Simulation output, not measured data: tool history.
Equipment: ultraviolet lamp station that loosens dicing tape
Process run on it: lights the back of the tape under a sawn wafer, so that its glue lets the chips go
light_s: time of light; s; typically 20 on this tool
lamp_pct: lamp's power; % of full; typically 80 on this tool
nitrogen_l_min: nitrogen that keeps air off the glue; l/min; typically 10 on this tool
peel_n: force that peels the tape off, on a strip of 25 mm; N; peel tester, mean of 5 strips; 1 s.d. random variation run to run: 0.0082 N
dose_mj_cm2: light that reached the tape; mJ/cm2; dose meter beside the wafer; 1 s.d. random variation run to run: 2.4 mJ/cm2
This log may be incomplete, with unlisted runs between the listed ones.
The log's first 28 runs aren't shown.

run 29 day=16.304 | light_s=14 lamp_pct=67 nitrogen_l_min=10 | peel_n=0.915 dose_mj_cm2=121
run 30 day=16.762 | light_s=14 lamp_pct=67 nitrogen_l_min=10 | peel_n=0.953 dose_mj_cm2=116
run 31 day=17.512 | light_s=14 lamp_pct=67 nitrogen_l_min=10 | peel_n=0.907 dose_mj_cm2=116
run 32 day=18.142 | light_s=28 lamp_pct=75 nitrogen_l_min=16 | peel_n=0.279 dose_mj_cm2=260
run 33 day=18.904 | light_s=24 lamp_pct=61 nitrogen_l_min=8 | peel_n=0.580 dose_mj_cm2=180
run 34 day=19.600 | light_s=24 lamp_pct=81 nitrogen_l_min=8 | peel_n=0.370 dose_mj_cm2=242
run 35 day=20.288 | light_s=24 lamp_pct=81 nitrogen_l_min=8 | peel_n=0.384 dose_mj_cm2=240
run 36 day=21.033 | light_s=24 lamp_pct=99 nitrogen_l_min=8 | peel_n=0.301 dose_mj_cm2=282
run 37 day=21.512 | light_s=24 lamp_pct=99 nitrogen_l_min=8 | peel_n=0.310 dose_mj_cm2=286
run 38 day=22.062 | light_s=13 lamp_pct=66 nitrogen_l_min=4 | peel_n=1.504 dose_mj_cm2=99
run 39 day=22.488 | light_s=12 lamp_pct=66 nitrogen_l_min=4 | peel_n=1.702 dose_mj_cm2=91
run 40 day=23.317 | light_s=12 lamp_pct=66 nitrogen_l_min=4 | peel_n=1.675 dose_mj_cm2=94
run 41 day=23.888 | light_s=20 lamp_pct=92 nitrogen_l_min=10 | peel_n=0.390 dose_mj_cm2=213
run 42 day=24.421 | light_s=14 lamp_pct=62 nitrogen_l_min=16 | peel_n=0.946 dose_mj_cm2=100
run 43 day=25.217 | light_s=14 lamp_pct=62 nitrogen_l_min=16 | peel_n=0.956 dose_mj_cm2=99

Below are 4 alternative next runs, each starting from the tool's condition after run 43. Predict each:
run A day=25.804 | light_s=19 lamp_pct=96 nitrogen_l_min=7 | peel_n=? dose_mj_cm2=?
run B day=25.804 | light_s=14 lamp_pct=62 nitrogen_l_min=7 | peel_n=? dose_mj_cm2=?
run C day=25.804 | light_s=27 lamp_pct=80 nitrogen_l_min=6 | peel_n=? dose_mj_cm2=?
run D day=25.804 | light_s=39 lamp_pct=79 nitrogen_l_min=8 | peel_n=? dose_mj_cm2=?

run=A peel_n=0.464 dose_mj_cm2=212
run=B peel_n=1.325 dose_mj_cm2=100
run=C peel_n=0.414 dose_mj_cm2=245
run=D peel_n=0.258 dose_mj_cm2=350
With no hidden state in the tool, these same runs would have given:
run=A peel_n=0.304 dose_mj_cm2=285
run=B peel_n=0.927 dose_mj_cm2=135
run=C peel_n=0.287 dose_mj_cm2=331
run=D peel_n=0.229 dose_mj_cm2=472
